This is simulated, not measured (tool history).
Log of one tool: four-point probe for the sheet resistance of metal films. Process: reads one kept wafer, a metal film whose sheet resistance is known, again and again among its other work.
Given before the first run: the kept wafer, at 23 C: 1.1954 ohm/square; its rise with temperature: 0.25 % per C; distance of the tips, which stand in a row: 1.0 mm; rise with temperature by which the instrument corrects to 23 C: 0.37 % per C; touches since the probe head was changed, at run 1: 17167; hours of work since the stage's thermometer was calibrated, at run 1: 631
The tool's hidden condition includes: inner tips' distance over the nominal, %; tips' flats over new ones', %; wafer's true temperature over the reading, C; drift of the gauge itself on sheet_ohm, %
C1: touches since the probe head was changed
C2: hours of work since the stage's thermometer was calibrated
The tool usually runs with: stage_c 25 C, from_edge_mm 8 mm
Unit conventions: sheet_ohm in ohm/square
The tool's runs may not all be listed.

run 1 hour=0 | stage_c=25 from_edge_mm=8 | C1=17167 C2=631 | sheet_ohm=1.205088
run 2 hour=10.6 | stage_c=25 from_edge_mm=8 | C1=17457 C2=636 | sheet_ohm=1.205152
run 3 hour=20 | stage_c=25 from_edge_mm=8 | C1=17711 C2=640 | sheet_ohm=1.205545
run 4 hour=32.6 | stage_c=25 from_edge_mm=29 | C1=18055 C2=646 | sheet_ohm=1.195954
run 5 hour=49.7 | stage_c=25 from_edge_mm=40 | C1=18519 C2=653 | sheet_ohm=1.195873
run 6 hour=65 | stage_c=28 from_edge_mm=8 | C1=18936 C2=660 | sheet_ohm=1.201294
run 7 hour=74.9 | stage_c=28 from_edge_mm=8 | C1=19206 C2=665 | sheet_ohm=1.201305
run 8 hour=84.9 | stage_c=28 from_edge_mm=8 | C1=19476 C2=669 | sheet_ohm=1.201444
run 9 hour=104 | stage_c=28 from_edge_mm=8 | C1=19995 C2=677 | sheet_ohm=1.201008
run 10 hour=122.7 | stage_c=28 from_edge_mm=8 | C1=20504 C2=686 | sheet_ohm=1.20117
run 11 hour=135.5 | stage_c=28 from_edge_mm=8 | C1=20853 C2=691 | sheet_ohm=1.201021
run 12 hour=147.2 | stage_c=25 from_edge_mm=5 | C1=21170 C2=696 | sheet_ohm=1.220612
run 13 hour=166.2 | stage_c=25 from_edge_mm=7 | C1=21688 C2=705 | sheet_ohm=1.208679
run 14 hour=178.9 | stage_c=25 from_edge_mm=7 | C1=22032 C2=710 | sheet_ohm=1.208556
run 15 hour=196.9 | stage_c=25 from_edge_mm=8 | C1=22523 C2=718 | sheet_ohm=1.205809
-- hour=198.9 stage's thermometer calibrated
run 16 hour=208.9 | stage_c=25 from_edge_mm=8 | C1=22837 C2=4 | sheet_ohm=1.206115
run 17 hour=224.2 | stage_c=25 from_edge_mm=8 | C1=23252 C2=11 | sheet_ohm=1.20578
run 18 hour=232.7 | stage_c=25 from_edge_mm=8 | C1=23483 C2=15 | sheet_ohm=1.206381
run 19 hour=248.4 | stage_c=25 from_edge_mm=8 | C1=23910 C2=22 | sheet_ohm=1.206023
run 20 hour=264.2 | stage_c=25 from_edge_mm=8 | C1=24340 C2=29 | sheet_ohm=1.206457
run 21 hour=280 | stage_c=25 from_edge_mm=8 | C1=24769 C2=36 | sheet_ohm=1.20616
run 22 hour=293.7 | stage_c=30 from_edge_mm=8 | C1=25143 C2=42 | sheet_ohm=1.198714
run 23 hour=302.5 | stage_c=30 from_edge_mm=8 | C1=25382 C2=46 | sheet_ohm=1.198836
-- hour=312.5 stage's thermometer calibrated, once more
run 24 hour=319 | stage_c=30 from_edge_mm=8 | C1=25816 C2=3 | sheet_ohm=1.198785
run 25 hour=328.1 | stage_c=30 from_edge_mm=8 | C1=26065 C2=7 | sheet_ohm=1.198541

Expected results for the next run?
run 26 hour=347.2 | stage_c=23 from_edge_mm=24 | C1=26585 C2=15 | sheet_ohm=?

sheet_ohm: 1.199316 ohm/square
Minus the tool's unlogged condition, the same run would have read sheet_ohm 1.196049 ohm/square.
